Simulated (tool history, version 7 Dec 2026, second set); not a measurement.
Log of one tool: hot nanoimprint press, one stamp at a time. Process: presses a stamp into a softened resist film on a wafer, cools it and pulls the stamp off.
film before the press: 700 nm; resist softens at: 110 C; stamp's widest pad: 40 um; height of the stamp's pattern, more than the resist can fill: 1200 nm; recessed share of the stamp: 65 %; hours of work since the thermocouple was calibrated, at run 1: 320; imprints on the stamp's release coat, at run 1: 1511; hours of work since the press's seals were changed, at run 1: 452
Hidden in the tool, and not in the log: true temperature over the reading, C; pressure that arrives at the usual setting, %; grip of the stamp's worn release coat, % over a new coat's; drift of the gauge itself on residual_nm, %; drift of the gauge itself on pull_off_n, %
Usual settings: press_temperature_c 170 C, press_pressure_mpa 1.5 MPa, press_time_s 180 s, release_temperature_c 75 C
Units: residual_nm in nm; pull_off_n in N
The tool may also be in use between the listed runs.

run	hour	press_temperature_c	press_pressure_mpa	press_time_s	release_temperature_c	hours of work since the thermocouple was calibrated	imprints on the stamp's release coat	hours of work since the press's seals were changed	residual_nm	pull_off_n
1	0	170	1.5	180	75	320	1511	452	360.3	206
2	31.8	170	1.5	180	75	343	1619	475	353.6	211
3	66.1	170	1.5	180	75	368	1736	500	356.6	219
4	106.3	170	1.5	180	75	397	1873	529	357	215
# hour 125.4: stamp cleaned and given a new release coat
# hour 141.7: plate thermocouple calibrated
5	149.6	170	1.5	180	75	6	72	554	374.9	147
6	179.7	170	1.5	180	75	27	175	576	370.4	159
7	203.1	170	1.5	180	75	44	255	593	368.1	161
8	230.4	170	1.5	180	75	64	348	613	367.5	161
9	270.1	170	1.77	180	75	93	483	641	344.3	166
10	323.2	170	1.77	180	75	131	665	680	341.8	177
11	347.3	170	1.54	180	75	149	747	697	366.6	173
12	389.9	170	1.54	180	75	180	892	728	365.7	176
13	413.2	170	1.28	180	75	196	972	745	390.4	186
14	464.8	170	1.32	180	75	234	1148	782	386.8	189
15	516.5	173	1.01	180	69	271	1324	820	381.9	203
16	548.5	165	0.9	180	77	294	1433	843	507	199
17	581.9	165	0.9	180	77	318	1547	867	497.5	204

Run 18 comes next. What will it give?
18	608.3	165	0.9	180	77	338	1637	886	?	?

Run 18 gave residual_nm 504.4 nm, pull_off_n 203 N.
Without the tool's hidden state the same run would have given residual_nm 517.3 nm, pull_off_n 145 N.
